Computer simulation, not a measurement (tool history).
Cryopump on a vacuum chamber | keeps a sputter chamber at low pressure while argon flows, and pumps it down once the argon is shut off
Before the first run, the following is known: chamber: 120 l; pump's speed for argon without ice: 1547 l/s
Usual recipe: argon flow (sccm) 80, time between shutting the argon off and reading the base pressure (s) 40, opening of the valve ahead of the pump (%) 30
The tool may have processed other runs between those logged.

run,day,argon flow (sccm),time between shutting the argon off and reading the base pressure (s),opening of the valve ahead of the pump (%),pressure while argon flows (Pa),pressure after the wait (uPa)
1,0,80,40,30,0.3008,3.28
2,1.558,80,40,30,0.2962,3.2
3,3.612,80,40,30,0.296,3.27
4,4.871,80,40,30,0.3013,3.44
5,6.058,80,40,30,0.2986,3.33
6,8.629,37,196,42,0.1001,1.39
7,10.488,114,127,30,0.43,1.64
8,12.179,47,127,30,0.1761,1.65

Run 9 has not been measured yet. What should we expect?
9,13.342,84,167,24,?,?

{"run 9": {"pressure while argon flows (Pa)": 0.3946, "pressure after the wait (uPa)": 1.52}}
Without the tool's hidden state the same run would have given pressure while argon flows (Pa) 0.3832, pressure after the wait (uPa) 0.76.
